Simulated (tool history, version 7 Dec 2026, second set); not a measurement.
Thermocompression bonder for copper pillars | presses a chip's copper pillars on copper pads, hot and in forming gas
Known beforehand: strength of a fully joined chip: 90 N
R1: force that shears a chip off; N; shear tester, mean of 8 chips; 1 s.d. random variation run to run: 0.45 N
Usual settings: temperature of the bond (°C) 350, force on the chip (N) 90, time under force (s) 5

run 1 hour=0 | temperature_of_the_bond_(°C)=350 force_on_the_chip_(N)=90 time_under_force_(s)=5 | R1=41.8
run 2 hour=35.2 | temperature_of_the_bond_(°C)=350 force_on_the_chip_(N)=90 time_under_force_(s)=5 | R1=41.9
run 3 hour=62.1 | temperature_of_the_bond_(°C)=330 force_on_the_chip_(N)=90 time_under_force_(s)=5 | R1=32.8
run 4 hour=94.2 | temperature_of_the_bond_(°C)=350 force_on_the_chip_(N)=66 time_under_force_(s)=5 | R1=33.8
run 5 hour=121.3 | temperature_of_the_bond_(°C)=350 force_on_the_chip_(N)=66 time_under_force_(s)=5 | R1=33.1
run 6 hour=147.1 | temperature_of_the_bond_(°C)=350 force_on_the_chip_(N)=66 time_under_force_(s)=5 | R1=34
run 7 hour=168.9 | temperature_of_the_bond_(°C)=339 force_on_the_chip_(N)=66 time_under_force_(s)=5 | R1=30
run 8 hour=192.1 | temperature_of_the_bond_(°C)=350 force_on_the_chip_(N)=64 time_under_force_(s)=5 | R1=33.4
run 9 hour=210.9 | temperature_of_the_bond_(°C)=325 force_on_the_chip_(N)=64 time_under_force_(s)=5 | R1=24.9
run 10 hour=228.8 | temperature_of_the_bond_(°C)=350 force_on_the_chip_(N)=90 time_under_force_(s)=5 | R1=42.5
run 11 hour=255.7 | temperature_of_the_bond_(°C)=350 force_on_the_chip_(N)=90 time_under_force_(s)=5 | R1=41.4
run 12 hour=290.9 | temperature_of_the_bond_(°C)=350 force_on_the_chip_(N)=90 time_under_force_(s)=5 | R1=42.7
run 13 hour=308.1 | temperature_of_the_bond_(°C)=350 force_on_the_chip_(N)=90 time_under_force_(s)=5 | R1=42.4
run 14 hour=326.2 | temperature_of_the_bond_(°C)=350 force_on_the_chip_(N)=90 time_under_force_(s)=5 | R1=42
run 15 hour=346.4 | temperature_of_the_bond_(°C)=350 force_on_the_chip_(N)=90 time_under_force_(s)=4 | R1=39
run 16 hour=385.7 | temperature_of_the_bond_(°C)=350 force_on_the_chip_(N)=90 time_under_force_(s)=5 | R1=41.4
-- hour=390.2 forming gas filter changed
run 17 hour=422.3 | temperature_of_the_bond_(°C)=350 force_on_the_chip_(N)=90 time_under_force_(s)=5 | R1=42
run 18 hour=458.3 | temperature_of_the_bond_(°C)=350 force_on_the_chip_(N)=90 time_under_force_(s)=5 | R1=41.6
run 19 hour=477.9 | temperature_of_the_bond_(°C)=344 force_on_the_chip_(N)=90 time_under_force_(s)=5 | R1=39.4
run 20 hour=504.9 | temperature_of_the_bond_(°C)=344 force_on_the_chip_(N)=69 time_under_force_(s)=5 | R1=32.6
run 21 hour=531.1 | temperature_of_the_bond_(°C)=371 force_on_the_chip_(N)=90 time_under_force_(s)=5 | R1=51
run 22 hour=558.4 | temperature_of_the_bond_(°C)=371 force_on_the_chip_(N)=90 time_under_force_(s)=5 | R1=50.5
run 23 hour=589.5 | temperature_of_the_bond_(°C)=371 force_on_the_chip_(N)=90 time_under_force_(s)=5 | R1=51.4
run 24 hour=626.5 | temperature_of_the_bond_(°C)=364 force_on_the_chip_(N)=75 time_under_force_(s)=8 | R1=50.3
run 25 hour=658.1 | temperature_of_the_bond_(°C)=350 force_on_the_chip_(N)=90 time_under_force_(s)=6 | R1=44.3
run 26 hour=698.1 | temperature_of_the_bond_(°C)=350 force_on_the_chip_(N)=90 time_under_force_(s)=3 | R1=35.1
run 27 hour=729.9 | temperature_of_the_bond_(°C)=362 force_on_the_chip_(N)=64 time_under_force_(s)=9 | R1=46.9
run 28 hour=746.9 | temperature_of_the_bond_(°C)=362 force_on_the_chip_(N)=64 time_under_force_(s)=3 | R1=31.4
run 29 hour=782.6 | temperature_of_the_bond_(°C)=354 force_on_the_chip_(N)=106 time_under_force_(s)=5 | R1=49
run 30 hour=811.9 | temperature_of_the_bond_(°C)=354 force_on_the_chip_(N)=106 time_under_force_(s)=5 | R1=47.8
run 31 hour=834.9 | temperature_of_the_bond_(°C)=345 force_on_the_chip_(N)=131 time_under_force_(s)=3 | R1=42.4
run 32 hour=860.2 | temperature_of_the_bond_(°C)=345 force_on_the_chip_(N)=131 time_under_force_(s)=3 | R1=42.5
-- hour=875.4 forming gas filter changed
run 33 hour=900.7 | temperature_of_the_bond_(°C)=356 force_on_the_chip_(N)=70 time_under_force_(s)=5 | R1=38.1
run 34 hour=939.3 | temperature_of_the_bond_(°C)=358 force_on_the_chip_(N)=125 time_under_force_(s)=5 | R1=53.7
run 35 hour=957.7 | temperature_of_the_bond_(°C)=378 force_on_the_chip_(N)=78 time_under_force_(s)=5 | R1=50.1
run 36 hour=981.6 | temperature_of_the_bond_(°C)=378 force_on_the_chip_(N)=78 time_under_force_(s)=11 | R1=62.2
run 37 hour=1014.6 | temperature_of_the_bond_(°C)=372 force_on_the_chip_(N)=128 time_under_force_(s)=7 | R1=66.2
run 38 hour=1048.5 | temperature_of_the_bond_(°C)=349 force_on_the_chip_(N)=82 time_under_force_(s)=5 | R1=38.6
run 39 hour=1079.8 | temperature_of_the_bond_(°C)=350 force_on_the_chip_(N)=133 time_under_force_(s)=8 | R1=59.8

Consider 3 possible next runs. They are alternatives, not a sequence: every one starts from the tool as it was left by run 39. What does each give?
run A hour=1111.8 | temperature_of_the_bond_(°C)=365 force_on_the_chip_(N)=56 time_under_force_(s)=5 | R1=?
run B hour=1111.8 | temperature_of_the_bond_(°C)=350 force_on_the_chip_(N)=73 time_under_force_(s)=5 | R1=?
run C hour=1111.8 | temperature_of_the_bond_(°C)=335 force_on_the_chip_(N)=116 time_under_force_(s)=5 | R1=?

run=A R1=35.8
run=B R1=36.4
run=C R1=41.4
With the hidden condition removed and each run's random variation left untouched, the same runs would have given:
run=A R1=35.7
run=B R1=36.3
run=C R1=41.2
